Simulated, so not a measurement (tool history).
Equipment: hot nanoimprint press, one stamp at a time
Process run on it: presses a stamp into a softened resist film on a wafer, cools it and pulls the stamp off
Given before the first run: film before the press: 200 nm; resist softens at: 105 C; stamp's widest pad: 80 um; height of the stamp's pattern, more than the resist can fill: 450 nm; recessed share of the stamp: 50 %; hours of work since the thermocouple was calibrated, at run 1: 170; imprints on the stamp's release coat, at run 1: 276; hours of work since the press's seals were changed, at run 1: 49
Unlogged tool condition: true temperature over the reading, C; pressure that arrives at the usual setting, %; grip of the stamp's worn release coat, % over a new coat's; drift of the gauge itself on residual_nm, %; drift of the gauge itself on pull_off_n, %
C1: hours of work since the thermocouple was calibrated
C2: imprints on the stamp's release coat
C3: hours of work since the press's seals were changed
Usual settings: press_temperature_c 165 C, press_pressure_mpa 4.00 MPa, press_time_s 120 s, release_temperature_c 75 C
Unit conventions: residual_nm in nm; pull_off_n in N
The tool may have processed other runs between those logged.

run 1 hour=0.0 | press_temperature_c=165 press_pressure_mpa=4.00 press_time_s=120 release_temperature_c=75 | C1=170 C2=276 C3=49 | residual_nm=103.6 pull_off_n=136
run 2 hour=41.2 | press_temperature_c=165 press_pressure_mpa=4.00 press_time_s=120 release_temperature_c=75 | C1=195 C2=415 C3=74 | residual_nm=103.6 pull_off_n=138
run 3 hour=71.4 | press_temperature_c=170 press_pressure_mpa=4.00 press_time_s=120 release_temperature_c=75 | C1=213 C2=516 C3=92 | residual_nm=88.7 pull_off_n=139
run 4 hour=122.8 | press_temperature_c=165 press_pressure_mpa=2.73 press_time_s=120 release_temperature_c=75 | C1=244 C2=689 C3=123 | residual_nm=125.0 pull_off_n=135
run 5 hour=156.0 | press_temperature_c=165 press_pressure_mpa=2.73 press_time_s=65 release_temperature_c=75 | C1=264 C2=801 C3=143 | residual_nm=144.7 pull_off_n=134
run 6 hour=195.1 | press_temperature_c=165 press_pressure_mpa=2.73 press_time_s=65 release_temperature_c=75 | C1=288 C2=932 C3=167 | residual_nm=144.6 pull_off_n=132
run 7 hour=225.5 | press_temperature_c=154 press_pressure_mpa=2.73 press_time_s=65 release_temperature_c=83 | C1=306 C2=1034 C3=185 | residual_nm=178.6 pull_off_n=122

Expected results for the next run?
-- hour=256.0 stamp cleaned and given a new release coat
run 8 hour=258.4 | press_temperature_c=154 press_pressure_mpa=5.65 press_time_s=65 release_temperature_c=64 | C1=322 C2=8 C3=201 | residual_nm=? pull_off_n=?

residual_nm: 147.7 nm
pull_off_n: 161 N
The same run, on a tool lacking any hidden state, would have yielded residual_nm 147.4 nm, pull_off_n 161 N.
